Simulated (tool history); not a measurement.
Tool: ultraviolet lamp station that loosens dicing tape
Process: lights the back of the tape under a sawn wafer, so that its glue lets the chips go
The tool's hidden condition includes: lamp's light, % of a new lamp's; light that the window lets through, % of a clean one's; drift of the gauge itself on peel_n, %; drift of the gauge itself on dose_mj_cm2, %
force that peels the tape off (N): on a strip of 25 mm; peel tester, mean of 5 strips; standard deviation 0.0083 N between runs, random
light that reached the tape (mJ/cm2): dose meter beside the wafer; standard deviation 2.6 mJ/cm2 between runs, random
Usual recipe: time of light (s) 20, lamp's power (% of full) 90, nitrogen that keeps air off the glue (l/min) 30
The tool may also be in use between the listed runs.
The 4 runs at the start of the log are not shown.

run	hour	time of light (s)	lamp's power (% of full)	nitrogen that keeps air off the glue (l/min)	hours of work of the lamp	hours of work since the window was cleaned	force that peels the tape off (N)	light that reached the tape (mJ/cm2)
# hour 228.8: window cleaned of glue's vapour
5	268.9	20	90	30	568	32	0.425	303
6	310.1	20	90	30	601	65	0.444	298
7	380.1	20	90	30	657	121	0.471	296
8	426.8	20	70	30	695	158	0.838	224
9	477	20	70	30	735	198	0.813	224
10	549.8	20	90	30	793	256	0.501	285
11	604.3	20	90	30	836	300	0.506	280
12	677.8	20	90	30	895	359	0.533	271
13	763	20	90	30	963	427	0.568	268
14	804.7	20	90	30	996	460	0.546	262
15	876.4	20	90	30	1054	517	0.571	258
16	951.6	20	88	30	1114	577	0.636	252
# hour 1035.2: window cleaned of glue's vapour
17	1037.3	20	88	30	1182	2	0.571	260
18	1133.8	20	88	30	1259	79	0.608	255
19	1182.2	20	88	30	1298	117	0.612	254
20	1253.1	20	98	30	1354	174	0.514	275
21	1319.5	20	98	30	1407	227	0.557	271
22	1400.1	20	90	30	1472	291	0.675	246
23	1476.9	25	86	14	1533	353	0.842	289
24	1536.6	32	81	15	1581	400	0.567	343
25	1629.1	37	79	20	1654	474	0.353	376

The next listed run, before its measurement:
26	1675.1	28	94	20	1691	511	?	?

force that peels the tape off (N): 0.456
light that reached the tape (mJ/cm2): 330
The same run, on a tool lacking any hidden state, would have yielded force that peels the tape off (N) 0.204, light that reached the tape (mJ/cm2) 494.

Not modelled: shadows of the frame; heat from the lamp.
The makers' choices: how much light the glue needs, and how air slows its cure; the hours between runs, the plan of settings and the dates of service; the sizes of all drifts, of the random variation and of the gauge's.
